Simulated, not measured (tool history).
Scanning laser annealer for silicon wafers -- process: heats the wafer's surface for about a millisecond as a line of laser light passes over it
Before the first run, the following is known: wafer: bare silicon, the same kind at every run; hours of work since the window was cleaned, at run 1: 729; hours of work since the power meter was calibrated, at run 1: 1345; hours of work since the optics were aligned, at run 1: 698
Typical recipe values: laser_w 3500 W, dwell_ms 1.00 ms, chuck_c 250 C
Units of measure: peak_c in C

run,day,laser_w,dwell_ms,chuck_c,hours of work since the window was cleaned,hours of work since the power meter was calibrated,hours of work since the optics were aligned,peak_c
1,0.000,3500,1.00,250,729,1345,698,988
2,1.562,3500,1.00,250,758,1374,727,985
3,3.458,3500,1.00,250,793,1409,762,986
4,4.612,3500,1.00,250,814,1430,784,986
5,5.725,3500,1.00,250,835,1451,805,985
6,6.988,3500,0.93,250,859,1474,828,959
# day 7.508: window over the wafer cleaned
7,7.883,3500,0.93,250,7,1489,843,971
8,9.221,3500,0.93,250,32,1514,868,969
9,10.362,3500,0.93,250,53,1535,889,970
10,11.612,3500,1.00,253,76,1559,912,997
11,12.704,3500,1.00,253,96,1579,933,997
12,14.317,3500,1.00,253,126,1609,962,997
13,15.238,3500,1.00,253,143,1626,980,998
14,16.279,3500,1.00,253,163,1645,999,996
15,17.883,3500,1.00,253,193,1675,1029,995
16,18.996,3500,1.00,253,213,1696,1049,995
17,20.533,3500,1.00,250,242,1724,1078,992
18,21.538,3500,1.00,250,260,1743,1097,989
19,23.367,3500,1.00,250,294,1777,1130,990
20,24.354,3500,0.89,250,313,1795,1149,952
21,25.546,3190,0.78,250,335,1817,1171,855
22,26.350,3752,1.09,250,350,1832,1186,1070
23,28.183,3752,1.14,259,384,1866,1220,1092
24,29.138,3752,1.14,259,401,1884,1238,1093
25,30.938,3752,1.14,259,435,1917,1271,1094
26,32.279,3500,1.05,285,460,1942,1296,1039
27,34.025,3408,0.84,277,492,1975,1328,939
28,35.712,3408,0.98,284,524,2006,1360,998
29,36.662,3408,0.98,284,541,2024,1377,996
30,37.554,3752,0.81,238,558,2040,1394,949
31,39.238,3403,0.90,253,589,2071,1425,935
32,40.746,3403,0.90,253,617,2099,1453,935
33,42.608,3403,0.90,253,652,2134,1488,934
# day 43.292: optics aligned, line set to its width
34,44.250,3500,1.00,228,678,2161,18,965
35,46.033,3500,1.00,228,711,2194,51,965
36,46.933,3500,1.00,228,728,2210,68,962
37,48.804,3100,0.82,285,763,2245,102,886
38,50.654,3100,0.82,285,797,2279,137,884
39,52.421,3208,1.11,253,830,2312,169,966

Each row is a separate what-if for the run after 39, all from the same tool condition, not one after another. Results?
A,53.988,3500,1.12,275,859,2341,199,?
B,53.988,3500,1.06,260,859,2341,199,?
C,53.988,3347,0.90,288,859,2341,199,?
D,53.988,3146,0.83,254,859,2341,199,?
E,53.988,3049,1.11,270,859,2341,199,?

run,peak_c
A,1048
B,1014
C,959
D,861
E,949
With the hidden condition removed and each run's random variation left untouched, the same runs would have given:
run,peak_c
A,1069
B,1034
C,977
D,877
E,967
